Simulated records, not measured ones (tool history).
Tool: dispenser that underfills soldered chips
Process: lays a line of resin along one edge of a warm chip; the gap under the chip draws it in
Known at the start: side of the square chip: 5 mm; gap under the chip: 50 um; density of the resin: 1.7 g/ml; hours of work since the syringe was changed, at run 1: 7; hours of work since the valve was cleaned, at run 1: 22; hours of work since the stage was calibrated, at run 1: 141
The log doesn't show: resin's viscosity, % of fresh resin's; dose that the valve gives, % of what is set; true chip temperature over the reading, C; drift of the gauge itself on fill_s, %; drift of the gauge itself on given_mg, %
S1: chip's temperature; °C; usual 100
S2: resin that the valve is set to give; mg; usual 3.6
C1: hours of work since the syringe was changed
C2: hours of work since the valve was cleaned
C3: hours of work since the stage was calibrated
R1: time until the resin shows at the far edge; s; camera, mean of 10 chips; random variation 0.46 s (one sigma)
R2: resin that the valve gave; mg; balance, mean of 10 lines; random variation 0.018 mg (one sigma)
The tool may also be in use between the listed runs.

run 1 day=0 | S1=100 S2=3.6 | C1=7 C2=22 C3=141 | R1=55.3 R2=3.55
-- day=0.267 new syringe of resin
run 2 day=0.292 | S1=100 S2=3.6 | C1=0 C2=26 C3=146 | R1=36.5 R2=3.56
run 3 day=0.567 | S1=99 S2=3.6 | C1=5 C2=31 C3=150 | R1=48.9 R2=3.55
run 4 day=0.775 | S1=99 S2=3.6 | C1=9 C2=35 C3=154 | R1=61.2 R2=3.55
-- day=0.975 new syringe of resin
run 5 day=1.104 | S1=100 S2=3.6 | C1=2 C2=40 C3=159 | R1=40.1 R2=3.5
run 6 day=1.292 | S1=100 S2=3.6 | C1=5 C2=43 C3=162 | R1=48.1 R2=3.52
run 7 day=1.483 | S1=100 S2=3.6 | C1=9 C2=46 C3=166 | R1=58.4 R2=3.52
-- day=1.667 new syringe of resin
run 8 day=1.812 | S1=100 S2=3.6 | C1=3 C2=52 C3=171 | R1=40 R2=3.48
run 9 day=2.008 | S1=100 S2=3.6 | C1=6 C2=55 C3=174 | R1=49.5 R2=3.49
run 10 day=2.183 | S1=100 S2=3.6 | C1=9 C2=58 C3=177 | R1=58.7 R2=3.45
-- day=2.371 new syringe of resin
run 11 day=2.425 | S1=100 S2=3.6 | C1=1 C2=62 C3=181 | R1=37 R2=3.49
run 12 day=2.683 | S1=100 S2=4.29 | C1=5 C2=66 C3=186 | R1=47.1 R2=4.13
run 13 day=2.854 | S1=90 S2=3.6 | C1=8 C2=69 C3=189 | R1=75.8 R2=3.49
-- day=3.075 new syringe of resin
run 14 day=3.117 | S1=95 S2=3.6 | C1=1 C2=74 C3=193 | R1=40.7 R2=3.45
run 15 day=3.296 | S1=95 S2=3.6 | C1=4 C2=77 C3=196 | R1=48.9 R2=3.48
-- day=3.579 dispensing valve cleaned and set on the balance
run 16 day=3.579 | S1=101 S2=3.6 | C1=8 C2=0 C3=200 | R1=55.7 R2=3.59
-- day=3.812 new syringe of resin
run 17 day=3.904 | S1=98 S2=3.94 | C1=2 C2=5 C3=205 | R1=39.6 R2=3.93
run 18 day=4.117 | S1=109 S2=3.13 | C1=5 C2=9 C3=209 | R1=38.1 R2=3.12
run 19 day=4.292 | S1=91 S2=3.6 | C1=8 C2=12 C3=212 | R1=71.6 R2=3.56
run 20 day=4.467 | S1=108 S2=3.69 | C1=11 C2=15 C3=215 | R1=56.2 R2=3.63
-- day=4.508 new syringe of resin
run 21 day=4.75 | S1=92 S2=3.16 | C1=4 C2=20 C3=220 | R1=56.9 R2=3.13
run 22 day=4.942 | S1=103 S2=4.31 | C1=7 C2=23 C3=223 | R1=51.4 R2=4.27
-- day=5.192 new syringe of resin
run 23 day=5.275 | S1=88 S2=3.11 | C1=1 C2=28 C3=228 | R1=51 R2=3.08
run 24 day=5.488 | S1=98 S2=3.11 | C1=5 C2=32 C3=232 | R1=50.2 R2=3.02
run 25 day=5.8 | S1=98 S2=3.11 | C1=10 C2=37 C3=237 | R1=68.1 R2=3.02
-- day=5.9 new syringe of resin
run 26 day=6.012 | S1=115 S2=4.52 | C1=2 C2=41 C3=241 | R1=25.8 R2=4.41
run 27 day=6.308 | S1=97 S2=3.22 | C1=7 C2=46 C3=246 | R1=58.1 R2=3.12
run 28 day=6.442 | S1=97 S2=3.22 | C1=9 C2=48 C3=248 | R1=67.7 R2=3.15
-- day=6.6 new syringe of resin
run 29 day=6.775 | S1=105 S2=3.63 | C1=3 C2=53 C3=253 | R1=36.4 R2=3.51

The same runs without the tool's hidden state, with the same run-to-run variation:
run=1 R1=35.6 R2=3.58
run=2 R1=36.3 R2=3.6
run=3 R1=36.4 R2=3.6
run=4 R1=36.6 R2=3.61
run=5 R1=35.8 R2=3.57
run=6 R1=35.2 R2=3.6
run=7 R1=35.3 R2=3.6
run=8 R1=35.2 R2=3.58
run=9 R1=35.7 R2=3.6
run=10 R1=34.7 R2=3.57
run=11 R1=35.6 R2=3.61
run=12 R1=34.5 R2=4.29
run=13 R1=46.4 R2=3.63
run=14 R1=40.3 R2=3.6
run=15 R1=39.9 R2=3.64
run=16 R1=35.4 R2=3.59
run=17 R1=36.6 R2=3.94
run=18 R1=28 R2=3.14
run=19 R1=43.9 R2=3.59
run=20 R1=28.7 R2=3.66
run=21 R1=44.9 R2=3.17
run=22 R1=33.3 R2=4.33
run=23 R1=49.4 R2=3.13
run=24 R1=38.7 R2=3.08
run=25 R1=37.6 R2=3.09
run=26 R1=23.8 R2=4.53
run=27 R1=38.9 R2=3.21
run=28 R1=39.6 R2=3.24
run=29 R1=31.2 R2=3.63
